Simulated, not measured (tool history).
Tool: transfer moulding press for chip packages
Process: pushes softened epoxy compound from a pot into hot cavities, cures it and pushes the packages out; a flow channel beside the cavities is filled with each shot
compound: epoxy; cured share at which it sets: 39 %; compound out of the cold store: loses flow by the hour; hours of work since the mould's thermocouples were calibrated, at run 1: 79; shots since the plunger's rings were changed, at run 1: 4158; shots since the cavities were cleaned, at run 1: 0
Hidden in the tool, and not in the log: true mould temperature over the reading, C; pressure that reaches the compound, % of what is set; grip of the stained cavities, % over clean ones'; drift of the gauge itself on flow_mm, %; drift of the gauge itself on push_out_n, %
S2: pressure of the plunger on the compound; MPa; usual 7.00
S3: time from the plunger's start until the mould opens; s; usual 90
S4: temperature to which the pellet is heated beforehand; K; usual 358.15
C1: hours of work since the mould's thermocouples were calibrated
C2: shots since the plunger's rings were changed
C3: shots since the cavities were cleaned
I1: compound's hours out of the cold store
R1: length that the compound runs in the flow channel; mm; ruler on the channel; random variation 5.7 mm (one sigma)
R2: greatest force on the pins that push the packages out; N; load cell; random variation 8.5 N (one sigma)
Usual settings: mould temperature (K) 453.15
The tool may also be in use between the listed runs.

{"run": 1, "day": 0.0, "mould temperature (K)": 453.15, "S2": 7.0, "S3": 90, "S4": 358.15, "C1": 79, "C2": 4158, "C3": 0, "I1": 9.6, "R1": 602, "R2": 391}
{"run": 2, "day": 1.425, "mould temperature (K)": 453.15, "S2": 7.0, "S3": 90, "S4": 358.15, "C1": 103, "C2": 4589, "C3": 431, "I1": 37.6, "R1": 537, "R2": 667}
{"day": 2.792, "done": "cavities cleaned with cleaning compound and waxed"}
{"run": 3, "day": 3.162, "mould temperature (K)": 453.15, "S2": 7.0, "S3": 90, "S4": 358.15, "C1": 131, "C2": 5095, "C3": 112, "I1": 15.3, "R1": 573, "R2": 944}
{"day": 5.438, "done": "cavities cleaned with cleaning compound and waxed"}
{"run": 4, "day": 5.562, "mould temperature (K)": 453.15, "S2": 7.0, "S3": 101, "S4": 358.15, "C1": 170, "C2": 5802, "C3": 39, "I1": 13.0, "R1": 576, "R2": 361}
{"day": 7.775, "done": "plunger's sealing rings changed"}
{"run": 5, "day": 7.888, "mould temperature (K)": 453.15, "S2": 7.0, "S3": 101, "S4": 358.15, "C1": 207, "C2": 35, "C3": 710, "I1": 32.4, "R1": 592, "R2": 626}
{"day": 8.271, "done": "cavities cleaned with cleaning compound and waxed"}
{"run": 6, "day": 9.888, "mould temperature (K)": 453.15, "S2": 7.0, "S3": 101, "S4": 358.15, "C1": 239, "C2": 619, "C3": 488, "I1": 30.8, "R1": 589, "R2": 596}
{"day": 10.171, "done": "cavities cleaned with cleaning compound and waxed, once more"}
{"run": 7, "day": 12.088, "mould temperature (K)": 453.15, "S2": 7.0, "S3": 101, "S4": 358.15, "C1": 275, "C2": 1265, "C3": 578, "I1": 42.4, "R1": 552, "R2": 586}
{"day": 13.017, "done": "cavities cleaned with cleaning compound and waxed"}
{"run": 8, "day": 13.333, "mould temperature (K)": 453.15, "S2": 7.0, "S3": 101, "S4": 358.15, "C1": 294, "C2": 1623, "C3": 96, "I1": 9.4, "R1": 647, "R2": 418}
{"day": 15.662, "done": "cavities cleaned with cleaning compound and waxed"}
{"run": 9, "day": 15.879, "mould temperature (K)": 453.15, "S2": 7.0, "S3": 101, "S4": 358.15, "C1": 336, "C2": 2373, "C3": 66, "I1": 44.2, "R1": 529, "R2": 358}
{"day": 18.317, "done": "cavities cleaned with cleaning compound and waxed"}
{"run": 10, "day": 18.388, "mould temperature (K)": 453.15, "S2": 7.0, "S3": 101, "S4": 358.15, "C1": 376, "C2": 3111, "C3": 21, "I1": 25.9, "R1": 575, "R2": 326}
{"run": 11, "day": 20.246, "mould temperature (K)": 453.15, "S2": 7.0, "S3": 90, "S4": 358.15, "C1": 407, "C2": 3673, "C3": 583, "I1": 44.4, "R1": 519, "R2": 686}
{"day": 21.083, "done": "cavities cleaned with cleaning compound and waxed"}
{"run": 12, "day": 22.15, "mould temperature (K)": 453.15, "S2": 7.0, "S3": 90, "S4": 358.15, "C1": 438, "C2": 4230, "C3": 323, "I1": 34.8, "R1": 538, "R2": 608}
{"day": 23.838, "done": "cavities cleaned with cleaning compound and waxed"}
{"run": 13, "day": 24.588, "mould temperature (K)": 453.15, "S2": 7.0, "S3": 90, "S4": 358.15, "C1": 478, "C2": 4947, "C3": 227, "I1": 40.5, "R1": 506, "R2": 540}
{"day": 26.038, "done": "mould's thermocouples calibrated"}
{"day": 26.55, "done": "cavities cleaned with cleaning compound and waxed"}
{"run": 14, "day": 27.192, "mould temperature (K)": 453.15, "S2": 7.0, "S3": 90, "S4": 355.15, "C1": 18, "C2": 5690, "C3": 194, "I1": 11.8, "R1": 577, "R2": 614}
{"run": 15, "day": 28.438, "mould temperature (K)": 453.15, "S2": 6.86, "S3": 90, "S4": 366.15, "C1": 39, "C2": 6066, "C3": 570, "I1": 24.4, "R1": 536, "R2": 748}
{"day": 29.238, "done": "cavities cleaned with cleaning compound and waxed"}
{"day": 29.996, "done": "plunger's sealing rings changed"}
{"run": 16, "day": 30.096, "mould temperature (K)": 451.15, "S2": 7.0, "S3": 110, "S4": 348.15, "C1": 64, "C2": 30, "C3": 228, "I1": 13.0, "R1": 651, "R2": 517}
{"day": 32.05, "done": "cavities cleaned with cleaning compound and waxed"}
{"run": 17, "day": 32.258, "mould temperature (K)": 450.15, "S2": 7.19, "S3": 94, "S4": 368.15, "C1": 99, "C2": 665, "C3": 64, "I1": 20.3, "R1": 632, "R2": 508}
{"run": 18, "day": 34.538, "mould temperature (K)": 453.15, "S2": 7.0, "S3": 71, "S4": 352.15, "C1": 137, "C2": 1353, "C3": 752, "I1": 40.0, "R1": 566, "R2": 1245}
{"day": 34.754, "done": "cavities cleaned with cleaning compound and waxed"}
{"run": 19, "day": 35.733, "mould temperature (K)": 460.15, "S2": 6.84, "S3": 94, "S4": 350.15, "C1": 156, "C2": 1695, "C3": 296, "I1": 21.6, "R1": 576, "R2": 463}
{"day": 37.379, "done": "cavities cleaned with cleaning compound and waxed"}
{"run": 20, "day": 37.379, "mould temperature (K)": 453.15, "S2": 7.69, "S3": 90, "S4": 358.15, "C1": 182, "C2": 2174, "C3": 0, "I1": 11.0, "R1": 664, "R2": 404}
{"run": 21, "day": 39.796, "mould temperature (K)": 453.15, "S2": 7.69, "S3": 90, "S4": 358.15, "C1": 222, "C2": 2903, "C3": 729, "I1": 18.7, "R1": 631, "R2": 809}
{"day": 40.062, "done": "cavities cleaned with cleaning compound and waxed"}
{"run": 22, "day": 41.483, "mould temperature (K)": 453.15, "S2": 7.69, "S3": 90, "S4": 358.15, "C1": 249, "C2": 3395, "C3": 429, "I1": 31.1, "R1": 583, "R2": 682}
{"day": 42.758, "done": "cavities cleaned with cleaning compound and waxed"}
{"run": 23, "day": 43.842, "mould temperature (K)": 455.15, "S2": 5.26, "S3": 114, "S4": 352.15, "C1": 288, "C2": 4088, "C3": 327, "I1": 47.9, "R1": 435, "R2": 468}
{"day": 45.483, "done": "cavities cleaned with cleaning compound and waxed"}
{"run": 24, "day": 46.179, "mould temperature (K)": 455.15, "S2": 5.26, "S3": 114, "S4": 352.15, "C1": 326, "C2": 4776, "C3": 211, "I1": 23.8, "R1": 495, "R2": 419}
{"run": 25, "day": 47.554, "mould temperature (K)": 453.15, "S2": 7.13, "S3": 112, "S4": 358.15, "C1": 348, "C2": 5190, "C3": 625, "I1": 27.7, "R1": 548, "R2": 564}
{"day": 48.204, "done": "cavities cleaned with cleaning compound and waxed"}
{"run": 26, "day": 50.125, "mould temperature (K)": 447.15, "S2": 7.0, "S3": 90, "S4": 367.15, "C1": 390, "C2": 5949, "C3": 580, "I1": 22.0, "R1": 570, "R2": 1172}
{"day": 50.838, "done": "cavities cleaned with cleaning compound and waxed"}
{"run": 27, "day": 51.717, "mould temperature (K)": 453.15, "S2": 8.27, "S3": 130, "S4": 356.15, "C1": 416, "C2": 6411, "C3": 265, "I1": 27.3, "R1": 582, "R2": 429}
{"day": 52.067, "done": "plunger's sealing rings changed"}
{"day": 53.612, "done": "cavities cleaned with cleaning compound and waxed"}
{"run": 28, "day": 54.246, "mould temperature (K)": 451.15, "S2": 5.57, "S3": 130, "S4": 366.15, "C1": 455, "C2": 640, "C3": 192, "I1": 27.7, "R1": 538, "R2": 398}

Hidden state at the last listed run before each entry between runs and at the first one after, where it differs:
Between runs 2 and 3: cavities cleaned with cleaning compound and waxed (day 2.792)
  true mould temperature over the reading, C: 0.29 -> 0.36; pressure that reaches the compound, % of what is set: 81.78 -> 79.68; grip of the stained cavities, % over clean ones': 88.9 -> 146.5
  measured less the result without the state, R1: -58 -> -70 mm; R2: +308 -> +553 N
Between runs 3 and 4: cavities cleaned with cleaning compound and waxed (day 5.438)
  true mould temperature over the reading, C: 0.36 -> 0.46; pressure that reaches the compound, % of what is set: 79.68 -> 77.04; grip of the stained cavities, % over clean ones': 146.5 -> 14.3
  measured less the result without the state, R1: -70 -> -82 mm; R2: +553 -> +38 N
Between runs 4 and 5: plunger's sealing rings changed (day 7.775)
  true mould temperature over the reading, C: 0.46 -> 0.55; pressure that reaches the compound, % of what is set: 77.04 -> 99.52; grip of the stained cavities, % over clean ones': 14.3 -> 107
  measured less the result without the state, R1: -82 -> -3 mm; R2: +38 -> +318 N
Between runs 5 and 6: cavities cleaned with cleaning compound and waxed (day 8.271)
  true mould temperature over the reading, C: 0.55 -> 0.62; pressure that reaches the compound, % of what is set: 99.52 -> 97.23; grip of the stained cavities, % over clean ones': 107 -> 92.5
  measured less the result without the state, R1: -3 -> -10 mm; R2: +318 -> +278 N
Between runs 6 and 7: cavities cleaned with cleaning compound and waxed, once more (day 10.171)
  true mould temperature over the reading, C: 0.62 -> 0.71; pressure that reaches the compound, % of what is set: 97.23 -> 94.64; grip of the stained cavities, % over clean ones': 92.5 -> 98.2
  measured less the result without the state, R1: -10 -> -17 mm; R2: +278 -> +282 N
Between runs 7 and 8: cavities cleaned with cleaning compound and waxed (day 13.017)
  true mould temperature over the reading, C: 0.71 -> 0.76; pressure that reaches the compound, % of what is set: 94.64 -> 93.3; grip of the stained cavities, % over clean ones': 98.2 -> 31
  measured less the result without the state, R1: -17 -> -24 mm; R2: +282 -> +88 N
Between runs 8 and 9: cavities cleaned with cleaning compound and waxed (day 15.662)
  true mould temperature over the reading, C: 0.76 -> 0.87; pressure that reaches the compound, % of what is set: 93.3 -> 90.26; grip of the stained cavities, % over clean ones': 31 -> 24.9
  measured less the result without the state, R1: -24 -> -30 mm; R2: +88 -> +64 N
Between runs 9 and 10: cavities cleaned with cleaning compound and waxed (day 18.317)
  true mould temperature over the reading, C: 0.87 -> 0.97; pressure that reaches the compound, % of what is set: 90.26 -> 87.26; grip of the stained cavities, % over clean ones': 24.9 -> 6.4
  measured less the result without the state, R1: -30 -> -42 mm; R2: +64 -> +7 N
Between runs 11 and 12: cavities cleaned with cleaning compound and waxed (day 21.083)
  true mould temperature over the reading, C: 1.05 -> 1.12; pressure that reaches the compound, % of what is set: 84.94 -> 82.83; grip of the stained cavities, % over clean ones': 99 -> 77.4
  measured less the result without the state, R1: -47 -> -56 mm; R2: +322 -> +243 N
Between runs 12 and 13: cavities cleaned with cleaning compound and waxed (day 23.838)
  true mould temperature over the reading, C: 1.12 -> 1.22; pressure that reaches the compound, % of what is set: 82.83 -> 80.11; grip of the stained cavities, % over clean ones': 77.4 -> 54
  measured less the result without the state, R1: -56 -> -62 mm; R2: +243 -> +162 N
Between runs 13 and 14: mould's thermocouples calibrated (day 26.038); cavities cleaned with cleaning compound and waxed (day 26.550)
  true mould temperature over the reading, C: 1.22 -> -0.28; pressure that reaches the compound, % of what is set: 80.11 -> 77.3; grip of the stained cavities, % over clean ones': 54 -> 52
  measured less the result without the state, R1: -62 -> -79 mm; R2: +162 -> +220 N
Between runs 15 and 16: cavities cleaned with cleaning compound and waxed (day 29.238); plunger's sealing rings changed (day 29.996)
  true mould temperature over the reading, C: -0.23 -> -0.17; pressure that reaches the compound, % of what is set: 75.81 -> 99.64; grip of the stained cavities, % over clean ones': 98.9 -> 61.6
  measured less the result without the state, R1: -79 -> -1 mm; R2: +374 -> +198 N
Between runs 16 and 17: cavities cleaned with cleaning compound and waxed (day 32.050)
  true mould temperature over the reading, C: -0.17 -> -0.08; pressure that reaches the compound, % of what is set: 99.64 -> 97.31; grip of the stained cavities, % over clean ones': 61.6 -> 20
  measured less the result without the state, R1: -1 -> -9 mm; R2: +198 -> +87 N
Between runs 18 and 19: cavities cleaned with cleaning compound and waxed (day 34.754)
  true mould temperature over the reading, C: 0.01 -> 0.05; pressure that reaches the compound, % of what is set: 94.44 -> 93.19; grip of the stained cavities, % over clean ones': 108.8 -> 70.4
  measured less the result without the state, R1: -16 -> -21 mm; R2: +648 -> +192 N
Between runs 19 and 20: cavities cleaned with cleaning compound and waxed (day 37.379)
  true mould temperature over the reading, C: 0.05 -> 0.11; pressure that reaches the compound, % of what is set: 93.19 -> 91.44; grip of the stained cavities, % over clean ones': 70.4 -> 2.6
  measured less the result without the state, R1: -21 -> -31 mm; R2: +192 -> +7 N
Between runs 21 and 22: cavities cleaned with cleaning compound and waxed (day 40.062)
  true mould temperature over the reading, C: 0.21 -> 0.28; pressure that reaches the compound, % of what is set: 88.6 -> 86.67; grip of the stained cavities, % over clean ones': 109.8 -> 84.9
  measured less the result without the state, R1: -40 -> -44 mm; R2: +416 -> +308 N
Between runs 22 and 23: cavities cleaned with cleaning compound and waxed (day 42.758)
  true mould temperature over the reading, C: 0.28 -> 0.36; pressure that reaches the compound, % of what is set: 86.67 -> 83.96; grip of the stained cavities, % over clean ones': 84.9 -> 70.6
  measured less the result without the state, R1: -44 -> -40 mm; R2: +308 -> +190 N
Between runs 23 and 24: cavities cleaned with cleaning compound and waxed (day 45.483)
  true mould temperature over the reading, C: 0.36 -> 0.46; pressure that reaches the compound, % of what is set: 83.96 -> 81.53; grip of the stained cavities, % over clean ones': 70.6 -> 55.6
  measured less the result without the state, R1: -40 -> -53 mm; R2: +190 -> +148 N
Between runs 25 and 26: cavities cleaned with cleaning compound and waxed (day 48.204)
  true mould temperature over the reading, C: 0.52 -> 0.63; pressure that reaches the compound, % of what is set: 79.94 -> 76.93; grip of the stained cavities, % over clean ones': 103.7 -> 100.9
  measured less the result without the state, R1: -66 -> -81 mm; R2: +283 -> +559 N
Between runs 26 and 27: cavities cleaned with cleaning compound and waxed (day 50.838)
  true mould temperature over the reading, C: 0.63 -> 0.69; pressure that reaches the compound, % of what is set: 76.93 -> 75.07; grip of the stained cavities, % over clean ones': 100.9 -> 66.4
  measured less the result without the state, R1: -81 -> -91 mm; R2: +559 -> +171 N
Between runs 27 and 28: plunger's sealing rings changed (day 52.067); cavities cleaned with cleaning compound and waxed (day 53.612)
  true mould temperature over the reading, C: 0.69 -> 0.79; pressure that reaches the compound, % of what is set: 75.07 -> 97.27; grip of the stained cavities, % over clean ones': 66.4 -> 51
  measured less the result without the state, R1: -91 -> -9 mm; R2: +171 -> +132 N
